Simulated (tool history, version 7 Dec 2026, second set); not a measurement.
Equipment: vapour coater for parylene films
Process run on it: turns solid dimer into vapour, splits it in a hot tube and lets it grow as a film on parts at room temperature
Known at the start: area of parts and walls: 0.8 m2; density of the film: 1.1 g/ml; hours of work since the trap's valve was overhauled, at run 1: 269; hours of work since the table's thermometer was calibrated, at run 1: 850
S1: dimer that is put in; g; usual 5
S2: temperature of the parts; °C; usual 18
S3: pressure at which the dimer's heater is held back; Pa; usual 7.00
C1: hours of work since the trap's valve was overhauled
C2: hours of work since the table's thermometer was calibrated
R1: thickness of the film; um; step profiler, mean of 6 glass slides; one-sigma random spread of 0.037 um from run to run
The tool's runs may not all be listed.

run,hour,S1,S2,S3,C1,C2,R1
1,0.0,5,18,7.00,269,850,3.58
2,34.9,5,18,7.00,299,881,3.53
3,89.5,5,18,7.00,347,928,3.52
# hour 145.0: trap's valve overhauled
4,152.9,5,18,10.43,7,980,3.79
5,210.4,5,18,7.00,57,1029,3.90
6,250.3,5,18,7.00,91,1064,3.82
7,284.4,7,18,7.00,121,1094,5.32
8,345.7,7,18,7.00,174,1147,5.15
9,388.8,4,18,7.00,212,1184,2.90
10,433.6,5,18,7.00,250,1223,3.66
11,485.1,5,18,7.00,295,1268,3.57
12,533.6,5,18,7.00,337,1310,3.54
13,561.5,5,18,7.00,361,1334,3.51
# hour 603.6: trap's valve overhauled
14,626.2,5,18,7.00,20,1387,3.95
15,667.3,3,27,9.82,55,1422,1.68
16,720.7,5,28,3.59,102,1469,2.85
# hour 727.2: table's thermometer calibrated
17,769.6,6,18,7.00,143,37,4.63
18,798.5,5,14,11.43,168,62,4.08
19,830.8,5,14,11.43,196,90,4.05
20,894.5,5,14,11.43,251,145,3.98
21,926.9,5,14,11.43,280,173,3.97
22,970.7,5,12,7.00,318,211,4.33
# hour 1019.5: table's thermometer calibrated, once more
23,1025.6,5,12,4.30,364,5,4.39
# hour 1060.9: trap's valve overhauled
24,1083.4,5,12,4.30,20,52,4.90
25,1118.8,3,16,7.00,50,83,2.54

Alternative continuations, all from the tool just after run 25; predict every row:
A,1179.6,3,13,3.10,103,135,?
B,1179.6,2,16,7.00,103,135,?
C,1179.6,3,26,3.56,103,135,?
D,1179.6,3,13,2.98,103,135,?
E,1179.6,3,29,10.38,103,135,?

run,R1
A,2.90
B,1.64
C,1.89
D,2.98
E,1.53
Without the tool's hidden state the same runs would have given:
run,R1
A,2.99
B,1.69
C,1.95
D,3.07
E,1.58
